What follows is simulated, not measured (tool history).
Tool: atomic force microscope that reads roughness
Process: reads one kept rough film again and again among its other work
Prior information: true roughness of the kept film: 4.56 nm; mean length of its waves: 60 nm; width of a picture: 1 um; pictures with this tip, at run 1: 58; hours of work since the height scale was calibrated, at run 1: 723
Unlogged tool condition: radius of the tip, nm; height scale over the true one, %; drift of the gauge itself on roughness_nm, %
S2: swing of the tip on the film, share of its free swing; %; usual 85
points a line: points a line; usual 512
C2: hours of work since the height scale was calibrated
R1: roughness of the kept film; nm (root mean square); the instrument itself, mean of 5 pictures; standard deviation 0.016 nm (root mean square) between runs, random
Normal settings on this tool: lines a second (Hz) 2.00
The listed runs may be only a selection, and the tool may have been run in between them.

run 1 hour=0.0 | lines_a_second_(Hz)=2.00 S2=85 points_a_line=512 | pictures_with_this_tip=58 C2=723 | R1=3.929
-- hour=15.7 new tip fitted
run 2 hour=38.2 | lines_a_second_(Hz)=0.88 S2=85 points_a_line=512 | pictures_with_this_tip=32 C2=742 | R1=4.153
-- hour=73.2 new tip fitted
run 3 hour=73.2 | lines_a_second_(Hz)=2.00 S2=85 points_a_line=512 | pictures_with_this_tip=0 C2=759 | R1=3.945
run 4 hour=121.4 | lines_a_second_(Hz)=1.46 S2=85 points_a_line=512 | pictures_with_this_tip=69 C2=784 | R1=4.059
-- hour=132.5 new tip fitted
run 5 hour=169.9 | lines_a_second_(Hz)=1.46 S2=85 points_a_line=512 | pictures_with_this_tip=53 C2=808 | R1=4.073
-- hour=190.4 new tip fitted
run 6 hour=216.4 | lines_a_second_(Hz)=1.46 S2=85 points_a_line=512 | pictures_with_this_tip=38 C2=831 | R1=4.048
run 7 hour=239.7 | lines_a_second_(Hz)=1.46 S2=85 points_a_line=512 | pictures_with_this_tip=71 C2=843 | R1=4.028
-- hour=248.3 new tip fitted
run 8 hour=285.9 | lines_a_second_(Hz)=1.73 S2=85 points_a_line=512 | pictures_with_this_tip=54 C2=866 | R1=3.998
-- hour=305.6 new tip fitted
run 9 hour=341.6 | lines_a_second_(Hz)=2.00 S2=60 points_a_line=512 | pictures_with_this_tip=51 C2=894 | R1=4.234
-- hour=362.5 new tip fitted
run 10 hour=394.8 | lines_a_second_(Hz)=3.68 S2=60 points_a_line=512 | pictures_with_this_tip=46 C2=920 | R1=4.161
-- hour=419.0 new tip fitted
run 11 hour=434.4 | lines_a_second_(Hz)=2.00 S2=85 points_a_line=512 | pictures_with_this_tip=22 C2=940 | R1=3.947
run 12 hour=459.7 | lines_a_second_(Hz)=2.00 S2=85 points_a_line=512 | pictures_with_this_tip=59 C2=953 | R1=3.921
-- hour=476.5 new tip fitted
run 13 hour=508.0 | lines_a_second_(Hz)=2.00 S2=85 points_a_line=512 | pictures_with_this_tip=46 C2=977 | R1=3.945
-- hour=535.9 new tip fitted
run 14 hour=549.5 | lines_a_second_(Hz)=2.00 S2=58 points_a_line=512 | pictures_with_this_tip=20 C2=998 | R1=4.256
-- hour=591.9 new tip fitted
run 15 hour=591.9 | lines_a_second_(Hz)=2.00 S2=58 points_a_line=512 | pictures_with_this_tip=0 C2=1019 | R1=4.275
run 16 hour=632.7 | lines_a_second_(Hz)=2.00 S2=58 points_a_line=512 | pictures_with_this_tip=59 C2=1039 | R1=4.273
-- hour=651.3 new tip fitted
run 17 hour=657.6 | lines_a_second_(Hz)=2.00 S2=58 points_a_line=512 | pictures_with_this_tip=9 C2=1052 | R1=4.263
-- hour=661.8 height scale calibrated on a step standard
run 18 hour=681.5 | lines_a_second_(Hz)=2.00 S2=58 points_a_line=512 | pictures_with_this_tip=42 C2=10 | R1=4.216
-- hour=708.9 new tip fitted
run 19 hour=713.3 | lines_a_second_(Hz)=2.00 S2=85 points_a_line=512 | pictures_with_this_tip=6 C2=26 | R1=3.944
run 20 hour=735.8 | lines_a_second_(Hz)=2.00 S2=76 points_a_line=512 | pictures_with_this_tip=38 C2=37 | R1=4.073
-- hour=766.7 new tip fitted
run 21 hour=768.8 | lines_a_second_(Hz)=0.95 S2=70 points_a_line=453 | pictures_with_this_tip=3 C2=53 | R1=4.217
run 22 hour=808.5 | lines_a_second_(Hz)=2.11 S2=85 points_a_line=512 | pictures_with_this_tip=60 C2=73 | R1=3.919
-- hour=823.3 new tip fitted
run 23 hour=857.7 | lines_a_second_(Hz)=2.00 S2=76 points_a_line=512 | pictures_with_this_tip=49 C2=98 | R1=4.070
-- hour=880.8 new tip fitted
run 24 hour=910.9 | lines_a_second_(Hz)=1.80 S2=67 points_a_line=512 | pictures_with_this_tip=43 C2=125 | R1=4.207
-- hour=941.0 new tip fitted
run 25 hour=957.1 | lines_a_second_(Hz)=1.33 S2=90 points_a_line=326 | pictures_with_this_tip=23 C2=148 | R1=4.006
-- hour=998.5 new tip fitted
run 26 hour=1011.6 | lines_a_second_(Hz)=1.72 S2=86 points_a_line=326 | pictures_with_this_tip=19 C2=175 | R1=3.987
-- hour=1056.8 new tip fitted
run 27 hour=1063.6 | lines_a_second_(Hz)=1.72 S2=86 points_a_line=326 | pictures_with_this_tip=10 C2=201 | R1=3.953
run 28 hour=1101.0 | lines_a_second_(Hz)=1.72 S2=86 points_a_line=326 | pictures_with_this_tip=64 C2=220 | R1=3.957
-- hour=1113.6 new tip fitted
run 29 hour=1129.2 | lines_a_second_(Hz)=0.66 S2=60 points_a_line=326 | pictures_with_this_tip=23 C2=234 | R1=4.324
-- hour=1172.4 new tip fitted
run 30 hour=1172.4 | lines_a_second_(Hz)=3.42 S2=64 points_a_line=989 | pictures_with_this_tip=0 C2=255 | R1=4.120
run 31 hour=1215.1 | lines_a_second_(Hz)=2.20 S2=85 points_a_line=922 | pictures_with_this_tip=61 C2=277 | R1=3.901
-- hour=1229.2 new tip fitted
run 32 hour=1252.2 | lines_a_second_(Hz)=0.94 S2=85 points_a_line=340 | pictures_with_this_tip=33 C2=295 | R1=4.151
-- hour=1288.2 new tip fitted
run 33 hour=1300.7 | lines_a_second_(Hz)=3.19 S2=80 points_a_line=512 | pictures_with_this_tip=18 C2=319 | R1=3.842
run 34 hour=1324.5 | lines_a_second_(Hz)=3.19 S2=76 points_a_line=512 | pictures_with_this_tip=52 C2=331 | R1=3.938
-- hour=1346.5 new tip fitted
run 35 hour=1378.8 | lines_a_second_(Hz)=3.19 S2=78 points_a_line=679 | pictures_with_this_tip=47 C2=358 | R1=3.895
-- hour=1404.7 new tip fitted
run 36 hour=1412.7 | lines_a_second_(Hz)=2.00 S2=71 points_a_line=512 | pictures_with_this_tip=12 C2=375 | R1=4.165
run 37 hour=1435.8 | lines_a_second_(Hz)=1.35 S2=71 points_a_line=512 | pictures_with_this_tip=45 C2=387 | R1=4.183
-- hour=1462.0 new tip fitted
run 38 hour=1472.5 | lines_a_second_(Hz)=1.35 S2=71 points_a_line=512 | pictures_with_this_tip=15 C2=405 | R1=4.208
-- hour=1520.5 new tip fitted
run 39 hour=1527.7 | lines_a_second_(Hz)=1.35 S2=71 points_a_line=512 | pictures_with_this_tip=10 C2=433 | R1=4.221
run 40 hour=1573.3 | lines_a_second_(Hz)=0.58 S2=86 points_a_line=399 | pictures_with_this_tip=76 C2=456 | R1=4.210

3 options for the next run, each taken on its own from the tool as it stands now. Forecast them:
-- hour=1577.6 new tip fitted
run A hour=1624.0 | lines_a_second_(Hz)=1.42 S2=85 points_a_line=512 | pictures_with_this_tip=67 C2=481 | R1=?
-- hour=1577.6 new tip fitted
run B hour=1624.0 | lines_a_second_(Hz)=1.06 S2=86 points_a_line=555 | pictures_with_this_tip=67 C2=481 | R1=?
-- hour=1577.6 new tip fitted
run C hour=1624.0 | lines_a_second_(Hz)=0.58 S2=59 points_a_line=980 | pictures_with_this_tip=67 C2=481 | R1=?

run=A R1=4.060
run=B R1=4.090
run=C R1=4.356
Had the tool no hidden state, the same runs would have come out as:
run=A R1=4.068
run=B R1=4.097
run=C R1=4.364
